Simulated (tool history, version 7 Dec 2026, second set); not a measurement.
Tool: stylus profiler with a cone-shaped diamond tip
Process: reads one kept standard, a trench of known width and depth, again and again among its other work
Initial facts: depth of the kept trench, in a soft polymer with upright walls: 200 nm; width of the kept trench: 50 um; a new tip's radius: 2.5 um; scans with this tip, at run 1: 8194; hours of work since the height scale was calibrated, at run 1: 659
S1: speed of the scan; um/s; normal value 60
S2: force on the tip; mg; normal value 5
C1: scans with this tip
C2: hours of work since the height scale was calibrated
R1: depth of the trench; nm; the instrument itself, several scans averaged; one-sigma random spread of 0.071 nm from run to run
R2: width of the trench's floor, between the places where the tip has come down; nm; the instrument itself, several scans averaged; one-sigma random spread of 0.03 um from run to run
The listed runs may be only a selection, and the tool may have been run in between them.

run 1 day=0 | S1=60 S2=5 | C1=8194 C2=659 | R1=204.28 R2=47400
run 2 day=1.054 | S1=60 S2=5 | C1=8325 C2=669 | R1=204.31 R2=47390
run 3 day=2.488 | S1=102 S2=5 | C1=8503 C2=684 | R1=204.15 R2=47200
run 4 day=4.021 | S1=102 S2=5 | C1=8693 C2=699 | R1=204.4 R2=47230
run 5 day=5.083 | S1=102 S2=5 | C1=8824 C2=710 | R1=204.48 R2=47190
run 6 day=6.017 | S1=102 S2=5 | C1=8940 C2=719 | R1=204.38 R2=47200
run 7 day=7.6 | S1=60 S2=14.05 | C1=9136 C2=735 | R1=209 R2=47490
run 8 day=8.967 | S1=60 S2=5 | C1=9306 C2=748 | R1=204.28 R2=47340
run 9 day=9.979 | S1=60 S2=5 | C1=9431 C2=758 | R1=204.26 R2=47320
run 10 day=11.421 | S1=60 S2=5 | C1=9610 C2=773 | R1=204.26 R2=47290
run 11 day=12.771 | S1=60 S2=5 | C1=9777 C2=786 | R1=204.32 R2=47290
run 12 day=14.767 | S1=170 S2=4.54 | C1=10024 C2=806 | R1=204.11 R2=46810
run 13 day=15.929 | S1=18 S2=2.52 | C1=10169 C2=818 | R1=202.52 R2=47390
run 14 day=17.058 | S1=63 S2=2.04 | C1=10309 C2=829 | R1=202.18 R2=47120
run 15 day=18.012 | S1=63 S2=2.04 | C1=10427 C2=839 | R1=202.24 R2=47150
run 16 day=19.671 | S1=80 S2=2.58 | C1=10632 C2=855 | R1=202.56 R2=47120
run 17 day=21.317 | S1=158 S2=14.92 | C1=10836 C2=871 | R1=209.31 R2=47150
run 18 day=22.438 | S1=107 S2=7.39 | C1=10975 C2=883 | R1=205.59 R2=47110
run 19 day=24.217 | S1=107 S2=7.39 | C1=11196 C2=900 | R1=205.58 R2=47100
run 20 day=25.342 | S1=107 S2=7.39 | C1=11335 C2=912 | R1=205.67 R2=47110
run 21 day=27.229 | S1=28 S2=3.88 | C1=11569 C2=930 | R1=203.44 R2=47330
run 22 day=28.442 | S1=28 S2=3.88 | C1=11720 C2=942 | R1=203.63 R2=47340

Measured less the same run without the tool's hidden state. The same run-to-run variation is in both; the gauge's scatter may not be:
The hidden state here: radius of the tip, um; height scale over the true one, %; drift of the gauge itself on depth_nm, %; drift of the gauge itself on floor_um, %.
run=1 R1=-0.31 R2=-430
run=2 R1=-0.32 R2=-430
run=3 R1=-0.32 R2=-450
run=4 R1=-0.33 R2=-450
run=5 R1=-0.34 R2=-460
run=6 R1=-0.34 R2=-460
run=7 R1=-0.36 R2=-470
run=8 R1=-0.36 R2=-480
run=9 R1=-0.36 R2=-490
run=10 R1=-0.36 R2=-500
run=11 R1=-0.38 R2=-500
run=12 R1=-0.38 R2=-520
run=13 R1=-0.39 R2=-520
run=14 R1=-0.38 R2=-530
run=15 R1=-0.4 R2=-530
run=16 R1=-0.4 R2=-550
run=17 R1=-0.42 R2=-550
run=18 R1=-0.42 R2=-550
run=19 R1=-0.43 R2=-570
run=20 R1=-0.44 R2=-570
run=21 R1=-0.44 R2=-580
run=22 R1=-0.44 R2=-580

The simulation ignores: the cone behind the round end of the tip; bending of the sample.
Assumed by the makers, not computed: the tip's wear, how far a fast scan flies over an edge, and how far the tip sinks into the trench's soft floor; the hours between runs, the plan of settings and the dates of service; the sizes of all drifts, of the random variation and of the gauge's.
